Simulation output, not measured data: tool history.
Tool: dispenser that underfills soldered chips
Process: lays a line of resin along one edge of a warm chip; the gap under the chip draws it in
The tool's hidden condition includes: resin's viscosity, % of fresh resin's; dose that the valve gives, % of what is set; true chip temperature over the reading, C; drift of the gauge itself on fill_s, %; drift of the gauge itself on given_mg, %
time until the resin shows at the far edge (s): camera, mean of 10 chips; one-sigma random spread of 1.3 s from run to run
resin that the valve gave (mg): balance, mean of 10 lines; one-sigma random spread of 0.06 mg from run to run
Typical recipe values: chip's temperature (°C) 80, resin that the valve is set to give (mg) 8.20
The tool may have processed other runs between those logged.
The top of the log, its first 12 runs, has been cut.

run,hour,chip's temperature (°C),resin that the valve is set to give (mg),hours of work since the syringe was changed,hours of work since the valve was cleaned,hours of work since the stage was calibrated,time until the resin shows at the far edge (s),resin that the valve gave (mg)
13,48.1,80,8.20,5,66,137,157.5,7.73
14,51.6,85,8.20,8,68,140,141.5,7.68
15,54.7,80,9.27,10,71,142,190.6,8.70
# hour 57.5: new syringe of resin
16,57.6,80,9.36,0,72,144,121.5,8.73
17,60.9,80,8.44,2,75,146,139.0,7.94
18,64.8,80,8.44,5,78,149,159.6,7.90
19,68.4,80,7.62,8,80,152,185.2,6.96
# hour 73.9: new syringe of resin
20,74.1,80,7.62,0,84,156,133.6,7.13
21,78.1,80,7.62,3,87,159,154.3,7.05
22,80.4,82,7.01,5,89,160,157.2,6.52
23,83.4,73,8.13,7,91,163,239.8,7.47
# hour 86.3: dispensing valve cleaned and set on the balance
24,89.8,73,8.13,11,3,166,278.9,8.22
# hour 91.2: new syringe of resin
25,94.9,73,8.13,3,6,170,194.9,8.14
26,97.3,73,8.13,4,8,172,215.2,8.08
27,100.1,73,8.13,6,10,174,233.3,8.06
28,103.1,73,8.13,9,12,176,260.1,7.95
29,106.9,73,8.59,11,15,179,292.3,8.50
# hour 107.5: new syringe of resin
30,112.2,81,10.18,3,18,182,136.1,10.00
31,115.1,81,10.18,6,21,184,149.3,10.00
32,117.8,81,10.18,8,22,186,165.3,9.87
33,122.9,81,10.18,11,26,190,191.9,9.97
# hour 123.7: new syringe of resin
34,128.2,81,10.18,3,30,194,139.3,9.85
35,131.2,70,7.26,5,32,196,272.3,7.09
36,133.7,75,8.20,7,34,198,224.3,7.87

Predict each of these 4 candidate next runs independently; none follows another, all start after run 36:
A,137.8,80,10.33,10,37,201,?,?
B,137.8,89,9.13,10,37,201,?,?
C,137.8,75,9.22,10,37,201,?,?
D,137.8,81,7.43,10,37,201,?,?

run,time until the resin shows at the far edge (s),resin that the valve gave (mg)
A,200.9,10.05
B,138.5,8.73
C,255.6,9.02
D,204.1,7.13
Take away the tool's hidden state, keep each run's random variation, and the runs would have read:
run,time until the resin shows at the far edge (s),resin that the valve gave (mg)
A,120.7,10.40
B,83.1,9.04
C,153.3,9.33
D,121.5,7.38
